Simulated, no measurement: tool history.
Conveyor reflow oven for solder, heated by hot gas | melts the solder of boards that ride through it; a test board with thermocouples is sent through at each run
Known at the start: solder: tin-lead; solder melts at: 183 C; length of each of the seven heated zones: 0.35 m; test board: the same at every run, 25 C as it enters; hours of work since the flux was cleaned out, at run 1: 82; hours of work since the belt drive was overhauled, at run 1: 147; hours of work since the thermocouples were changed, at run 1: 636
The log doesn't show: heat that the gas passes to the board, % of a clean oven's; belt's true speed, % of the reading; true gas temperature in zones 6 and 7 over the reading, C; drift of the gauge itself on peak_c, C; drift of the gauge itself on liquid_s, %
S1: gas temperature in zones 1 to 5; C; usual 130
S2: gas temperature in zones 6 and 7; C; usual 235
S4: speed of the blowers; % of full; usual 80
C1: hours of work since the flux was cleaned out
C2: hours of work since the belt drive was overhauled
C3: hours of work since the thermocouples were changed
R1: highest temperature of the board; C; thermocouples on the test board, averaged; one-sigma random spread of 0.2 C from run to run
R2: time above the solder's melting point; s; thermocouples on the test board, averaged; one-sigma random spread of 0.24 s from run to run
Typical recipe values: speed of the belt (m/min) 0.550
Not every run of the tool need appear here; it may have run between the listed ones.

{"run": 1, "hour": 0.0, "S1": 130, "S2": 235, "speed of the belt (m/min)": 0.55, "S4": 80, "C1": 82, "C2": 147, "C3": 636, "R1": 219.9, "R2": 56.7}
{"run": 2, "hour": 7.9, "S1": 130, "S2": 235, "speed of the belt (m/min)": 0.55, "S4": 87, "C1": 87, "C2": 152, "C3": 641, "R1": 221.2, "R2": 58.2}
{"run": 3, "hour": 15.9, "S1": 130, "S2": 235, "speed of the belt (m/min)": 0.55, "S4": 87, "C1": 92, "C2": 157, "C3": 646, "R1": 221.3, "R2": 57.7}
{"run": 4, "hour": 27.6, "S1": 130, "S2": 235, "speed of the belt (m/min)": 0.55, "S4": 87, "C1": 100, "C2": 164, "C3": 654, "R1": 221.0, "R2": 57.6}
{"run": 5, "hour": 38.5, "S1": 130, "S2": 235, "speed of the belt (m/min)": 0.55, "S4": 87, "C1": 107, "C2": 171, "C3": 661, "R1": 220.9, "R2": 57.9}
{"run": 6, "hour": 45.9, "S1": 130, "S2": 235, "speed of the belt (m/min)": 0.5, "S4": 87, "C1": 111, "C2": 176, "C3": 665, "R1": 224.0, "R2": 66.5}
{"run": 7, "hour": 57.7, "S1": 130, "S2": 235, "speed of the belt (m/min)": 0.5, "S4": 87, "C1": 119, "C2": 183, "C3": 673, "R1": 224.0, "R2": 66.5}
{"run": 8, "hour": 68.6, "S1": 130, "S2": 235, "speed of the belt (m/min)": 0.5, "S4": 87, "C1": 126, "C2": 190, "C3": 679, "R1": 224.1, "R2": 66.0}
{"run": 9, "hour": 80.6, "S1": 130, "S2": 235, "speed of the belt (m/min)": 0.5, "S4": 87, "C1": 133, "C2": 198, "C3": 687, "R1": 223.5, "R2": 65.9}
{"run": 10, "hour": 91.1, "S1": 141, "S2": 235, "speed of the belt (m/min)": 0.55, "S4": 80, "C1": 140, "C2": 204, "C3": 694, "R1": 221.3, "R2": 61.3}
{"run": 11, "hour": 103.1, "S1": 139, "S2": 235, "speed of the belt (m/min)": 0.55, "S4": 80, "C1": 147, "C2": 212, "C3": 701, "R1": 221.1, "R2": 60.5}
{"hour": 115.8, "done": "flux residue cleaned out of gas plates and filters"}
{"run": 12, "hour": 120.1, "S1": 130, "S2": 235, "speed of the belt (m/min)": 0.55, "S4": 80, "C1": 3, "C2": 219, "C3": 709, "R1": 218.7, "R2": 55.5}
{"run": 13, "hour": 128.9, "S1": 130, "S2": 235, "speed of the belt (m/min)": 0.55, "S4": 80, "C1": 8, "C2": 225, "C3": 714, "R1": 218.6, "R2": 55.6}
{"run": 14, "hour": 141.8, "S1": 130, "S2": 235, "speed of the belt (m/min)": 0.55, "S4": 80, "C1": 16, "C2": 233, "C3": 722, "R1": 218.6, "R2": 55.5}
{"run": 15, "hour": 152.6, "S1": 130, "S2": 235, "speed of the belt (m/min)": 0.55, "S4": 80, "C1": 23, "C2": 240, "C3": 729, "R1": 218.6, "R2": 55.8}
{"hour": 169.4, "done": "flux residue cleaned out of gas plates and filters, once more"}
{"run": 16, "hour": 169.8, "S1": 130, "S2": 239, "speed of the belt (m/min)": 0.581, "S4": 57, "C1": 0, "C2": 247, "C3": 737, "R1": 215.1, "R2": 49.1}
{"run": 17, "hour": 183.0, "S1": 128, "S2": 238, "speed of the belt (m/min)": 0.467, "S4": 63, "C1": 9, "C2": 256, "C3": 745, "R1": 224.4, "R2": 69.9}
{"run": 18, "hour": 194.5, "S1": 128, "S2": 238, "speed of the belt (m/min)": 0.467, "S4": 58, "C1": 16, "C2": 263, "C3": 753, "R1": 222.6, "R2": 68.5}
{"run": 19, "hour": 204.4, "S1": 124, "S2": 235, "speed of the belt (m/min)": 0.47, "S4": 80, "C1": 22, "C2": 269, "C3": 759, "R1": 224.8, "R2": 69.3}
{"run": 20, "hour": 213.5, "S1": 124, "S2": 235, "speed of the belt (m/min)": 0.47, "S4": 80, "C1": 28, "C2": 275, "C3": 765, "R1": 225.0, "R2": 69.5}
{"run": 21, "hour": 226.1, "S1": 124, "S2": 235, "speed of the belt (m/min)": 0.47, "S4": 80, "C1": 36, "C2": 283, "C3": 772, "R1": 224.9, "R2": 69.5}
{"run": 22, "hour": 235.0, "S1": 124, "S2": 235, "speed of the belt (m/min)": 0.47, "S4": 80, "C1": 41, "C2": 289, "C3": 778, "R1": 224.6, "R2": 69.6}
{"run": 23, "hour": 247.0, "S1": 115, "S2": 235, "speed of the belt (m/min)": 0.559, "S4": 80, "C1": 49, "C2": 296, "C3": 786, "R1": 217.8, "R2": 50.4}
{"run": 24, "hour": 258.4, "S1": 115, "S2": 235, "speed of the belt (m/min)": 0.559, "S4": 53, "C1": 56, "C2": 303, "C3": 793, "R1": 207.9, "R2": 40.3}
{"run": 25, "hour": 269.2, "S1": 127, "S2": 233, "speed of the belt (m/min)": 0.55, "S4": 89, "C1": 63, "C2": 310, "C3": 800, "R1": 220.2, "R2": 56.8}
{"run": 26, "hour": 283.3, "S1": 130, "S2": 235, "speed of the belt (m/min)": 0.55, "S4": 88, "C1": 72, "C2": 319, "C3": 809, "R1": 222.3, "R2": 59.1}
{"run": 27, "hour": 294.6, "S1": 130, "S2": 236, "speed of the belt (m/min)": 0.55, "S4": 80, "C1": 79, "C2": 326, "C3": 816, "R1": 221.9, "R2": 57.8}
{"run": 28, "hour": 303.8, "S1": 116, "S2": 247, "speed of the belt (m/min)": 0.55, "S4": 71, "C1": 85, "C2": 332, "C3": 822, "R1": 226.0, "R2": 56.9}
{"run": 29, "hour": 314.6, "S1": 116, "S2": 247, "speed of the belt (m/min)": 0.55, "S4": 71, "C1": 92, "C2": 339, "C3": 828, "R1": 226.3, "R2": 56.3}
{"run": 30, "hour": 322.7, "S1": 116, "S2": 247, "speed of the belt (m/min)": 0.587, "S4": 64, "C1": 97, "C2": 344, "C3": 833, "R1": 220.6, "R2": 48.9}

Branching from run 30: 4 alternative next runs. What would each branch give?
{"run": "A", "hour": 329.8, "S1": 130, "S2": 239, "speed of the belt (m/min)": 0.55, "S4": 51, "C1": 101, "C2": 348, "C3": 838, "R1": "?", "R2": "?"}
{"run": "B", "hour": 329.8, "S1": 138, "S2": 247, "speed of the belt (m/min)": 0.605, "S4": 87, "C1": 101, "C2": 348, "C3": 838, "R1": "?", "R2": "?"}
{"run": "C", "hour": 329.8, "S1": 130, "S2": 247, "speed of the belt (m/min)": 0.627, "S4": 69, "C1": 101, "C2": 348, "C3": 838, "R1": "?", "R2": "?"}
{"run": "D", "hour": 329.8, "S1": 125, "S2": 247, "speed of the belt (m/min)": 0.589, "S4": 62, "C1": 101, "C2": 348, "C3": 838, "R1": "?", "R2": "?"}

run=A R1=214.0 R2=50.9
run=B R1=230.2 R2=59.5
run=C R1=222.1 R2=50.3
run=D R1=221.4 R2=51.5
Take away the tool's hidden state, keep each run's random variation, and the runs would have read:
run=A R1=213.6 R2=50.4
run=B R1=230.1 R2=59.2
run=C R1=222.1 R2=50.1
run=D R1=221.3 R2=51.3
